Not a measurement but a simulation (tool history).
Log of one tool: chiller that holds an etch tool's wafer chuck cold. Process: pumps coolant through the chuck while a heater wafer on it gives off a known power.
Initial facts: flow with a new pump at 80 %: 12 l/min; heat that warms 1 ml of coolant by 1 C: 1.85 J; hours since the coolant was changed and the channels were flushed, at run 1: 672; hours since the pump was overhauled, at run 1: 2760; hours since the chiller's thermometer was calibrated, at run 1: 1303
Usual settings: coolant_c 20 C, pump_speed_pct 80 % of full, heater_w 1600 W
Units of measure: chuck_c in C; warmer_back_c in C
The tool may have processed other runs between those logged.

run   hour  coolant_c  pump_speed_pct  heater_w  hours since the coolant was changed and the channels were flushed  hours since the pump was overhauled  hours since the chiller's thermometer was calibrated  chuck_c  warmer_back_c
  1      0         20              80      1600                                                                672                                 2760                                                  1303     32.1            4.4
  2   19.8         20              80      1600                                                                692                                 2780                                                  1323       32            4.3
  3   38.8         20              75      1600                                                                711                                 2799                                                  1342     32.7           4.69
  4   55.6         20              96      1600                                                                728                                 2815                                                  1359     30.1            3.5
  5   86.4         20              80      1600                                                                758                                 2846                                                  1390     32.1           4.32
  6    107         20              80      1600                                                                779                                 2867                                                  1410     31.9           4.29
  7  120.9         20              80      1600                                                                793                                 2881                                                  1424     31.8           4.34
  8  137.7         20              80      1600                                                                810                                 2897                                                  1441       32           4.34
  9    166         20              80      1600                                                                838                                 2926                                                  1469     31.9           4.28
 10  181.3         20              80      1600                                                                853                                 2941                                                  1485     32.2           4.35
 11  213.1         11              80      1600                                                                885                                 2973                                                  1516       23           4.34
 12  245.6         11              80      1600                                                                918                                 3005                                                  1549       23           4.29
 13  261.8         11              80      1600                                                                934                                 3022                                                  1565     23.1           4.35
 14  282.8         11              80      1600                                                                955                                 3043                                                  1586     23.1            4.3
 15  316.2         11              80      1600                                                                988                                 3076                                                  1620     23.2           4.33
 16  339.6         11              80      1600                                                               1012                                 3099                                                  1643     22.9           4.39
 17    368         11              80      1600                                                               1040                                 3128                                                  1671     22.9           4.36
 18  393.4         12              80      1879                                                               1065                                 3153                                                  1697     26.2            5.1
 19  408.8         20              74      1633                                                               1081                                 3169                                                  1712     33.1           4.84
 20  435.1         20              68      1404                                                               1107                                 3195                                                  1738     32.4            4.6
 21  467.8         14              68      1667                                                               1140                                 3228                                                  1771     28.7           5.41
 22  489.1         14              68      1667                                                               1161                                 3249                                                  1792     28.7           5.39
 23  518.9         14              68      1667                                                               1191                                 3279                                                  1822     28.7           5.43
 24  549.6         14              68      1667                                                               1222                                 3309                                                  1853     28.6           5.49
 25  567.1         27              82      1667                                                               1239                                 3327                                                  1870     39.1           4.33
 26  584.7         27              82      1667                                                               1257                                 3344                                                  1888     39.1           4.41
 27  602.4         27              82      1667                                                               1274                                 3362                                                  1906     39.3           4.41
 28  627.6         16              60      1296                                                               1300                                 3387                                                  1931       29           4.91
 29  641.7         10              72      1632                                                               1314                                 3401                                                  1945     23.7              5
 30  666.2         10              72      1158                                                               1338                                 3426                                                  1969     19.7           3.49
 31  690.9         20              99       902                                                               1363                                 3451                                                  1994     25.4           1.93
 32  706.6         20              80      1262                                                               1379                                 3466                                                  2010     29.3           3.42
 33  739.9         20              80      1262                                                               1412                                 3500                                                  2043     29.5           3.36

3 ways to go on from here, each from the tool as it stands after run 33. What would each give?
  A  769.3         19              65      1326                                                               1441                                 3529                                                  2073        ?              ?
  B  769.3         13              79       989                                                               1441                                 3529                                                  2073        ?              ?
  C  769.3         12              75      1262                                                               1441                                 3529                                                  2073        ?              ?

run  chuck_c  warmer_back_c
  A     31.4           4.55
  B     20.4           2.65
  C     22.1            3.7
What these runs would have given with no unlogged condition in the tool:
run  chuck_c  warmer_back_c
  A     31.4           4.54
  B     20.4           2.65
  C     22.1           3.69
